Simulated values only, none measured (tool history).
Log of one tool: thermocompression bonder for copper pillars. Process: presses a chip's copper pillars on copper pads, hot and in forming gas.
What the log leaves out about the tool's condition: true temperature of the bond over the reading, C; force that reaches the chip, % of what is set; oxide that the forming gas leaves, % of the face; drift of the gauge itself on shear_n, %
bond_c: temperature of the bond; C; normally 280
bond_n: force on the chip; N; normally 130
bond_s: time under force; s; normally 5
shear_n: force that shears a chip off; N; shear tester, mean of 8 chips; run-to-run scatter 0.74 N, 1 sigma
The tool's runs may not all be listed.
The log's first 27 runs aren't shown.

| run | hour | bond_c | bond_n | bond_s | hours of work since the heater was calibrated | hours of work since the force cell was calibrated | hours of work since the gas filter was changed | shear_n |
|---|---|---|---|---|---|---|---|---|
| 28 | 490.9 | 250 | 153 | 4 | 671 | 891 | 162 | 33.9 |
| 29 | 504.8 | 262 | 152 | 6 | 679 | 899 | 170 | 45.8 |
|  | 507.3 | force cell calibrated |
| 30 | 520.5 | 262 | 152 | 6 | 688 | 8 | 179 | 47.1 |
| 31 | 535.8 | 290 | 188 | 5 | 698 | 18 | 189 | 70.2 |
| 32 | 552 | 290 | 188 | 5 | 708 | 28 | 199 | 70.2 |
| 33 | 566.7 | 290 | 188 | 5 | 717 | 37 | 208 | 68.6 |
| 34 | 588.7 | 274 | 130 | 10 | 731 | 51 | 221 | 57.8 |
| 35 | 612.5 | 274 | 130 | 10 | 746 | 66 | 236 | 57.2 |
| 36 | 626.9 | 285 | 139 | 7 | 755 | 74 | 245 | 59.4 |
| 37 | 646.4 | 285 | 139 | 7 | 767 | 87 | 257 | 59.3 |
| 38 | 661.7 | 285 | 139 | 7 | 776 | 96 | 267 | 57 |
| 39 | 685.1 | 285 | 139 | 7 | 791 | 111 | 281 | 57.9 |

5 ways to go on from here, each from the tool as it stands after run 39. What would each give?
| A | 700.9 | 285 | 139 | 7 | 801 | 121 | 291 | ? |
| B | 700.9 | 286 | 90 | 3 | 801 | 121 | 291 | ? |
| C | 700.9 | 256 | 134 | 7 | 801 | 121 | 291 | ? |
| D | 700.9 | 281 | 90 | 11 | 801 | 121 | 291 | ? |
| E | 700.9 | 285 | 164 | 7 | 801 | 121 | 291 | ? |

| run | shear_n |
|---|---|
| A | 57.2 |
| B | 28.7 |
| C | 39.8 |
| D | 47.3 |
| E | 65.1 |
Take away the tool's hidden state, keep each run's random variation, and the runs would have read:
| run | shear_n |
|---|---|
| A | 68.2 |
| B | 34.8 |
| C | 48.5 |
| D | 56.8 |
| E | 77.1 |

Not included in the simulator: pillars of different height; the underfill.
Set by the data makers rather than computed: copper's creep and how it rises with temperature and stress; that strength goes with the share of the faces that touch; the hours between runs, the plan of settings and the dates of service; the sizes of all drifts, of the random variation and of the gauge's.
